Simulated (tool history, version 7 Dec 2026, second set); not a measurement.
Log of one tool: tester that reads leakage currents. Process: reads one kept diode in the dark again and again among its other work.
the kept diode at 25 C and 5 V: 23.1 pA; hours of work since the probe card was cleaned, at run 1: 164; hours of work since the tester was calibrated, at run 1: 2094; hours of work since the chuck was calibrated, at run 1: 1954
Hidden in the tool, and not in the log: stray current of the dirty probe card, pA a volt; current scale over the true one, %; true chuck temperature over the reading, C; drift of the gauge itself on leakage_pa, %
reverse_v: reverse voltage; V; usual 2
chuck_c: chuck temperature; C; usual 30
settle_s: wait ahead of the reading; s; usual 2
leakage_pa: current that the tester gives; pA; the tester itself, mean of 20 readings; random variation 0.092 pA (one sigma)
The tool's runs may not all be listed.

run      day  reverse_v  chuck_c  settle_s  hours of work since the probe card was cleaned  hours of work since the tester was calibrated  hours of work since the chuck was calibrated  leakage_pa
  1        0          2       30         2                                             164                                           2094                                          1954       23.45
  2    7.029          2       30         2                                             264                                           2194                                          2054       23.44
  3   13.058          2       30         2                                             350                                           2280                                          2139       23.33
  4   17.554          2       50         2                                             414                                           2344                                          2203       92.68
      18.412  -- tester calibrated
  5   26.229          2       50         2                                             536                                            111                                          2326       91.65
  6   34.012       2.74       50         2                                             647                                            222                                          2437      101.58
      37.229  -- chuck's temperature calibrated
  7    42.15       2.74       50      0.84                                             762                                            337                                            70      112.56
  8     46.6       1.46       50      0.84                                             825                                            400                                           133       92.34
  9   54.654       2.81       30         2                                             940                                            515                                           248       29.31
 10   59.475          2       53         2                                            1008                                            583                                           317      122.84
 11   66.417       1.36       30         2                                            1107                                            682                                           416       22.91
 12   74.867       1.36       30         2                                            1228                                            803                                           536       22.85
 13   81.821          2       30         2                                            1327                                            901                                           635       25.94
 14   90.696          2       30         2                                            1453                                           1028                                           761       26.03
 15     97.3          2       30         2                                            1547                                           1122                                           855       25.84
 16  105.125          2       30         2                                            1658                                           1233                                           967       26.06
 17  112.862          2       30         2                                            1769                                           1343                                          1077       25.82
 18  119.379          2       30      1.39                                            1861                                           1436                                          1170       25.77
 19  126.267          2       30      1.39                                            1959                                           1534                                          1268       25.77
     134.917  -- probe card cleaned and baked
 20  134.917          2       30      1.39                                               0                                           1656                                          1389       23.85
 21  140.075       3.01       30         4                                              73                                           1729                                          1462       26.98
 22  144.608       2.15       42         4                                             138                                           1794                                          1527       56.32

Run 23 comes next. What will it give?
 23  150.796       4.68       52      5.41                                             226                                           1882                                          1615           ?

leakage_pa: 140.51 pA
Without the tool's hidden state the same run would have given leakage_pa 151.02 pA.
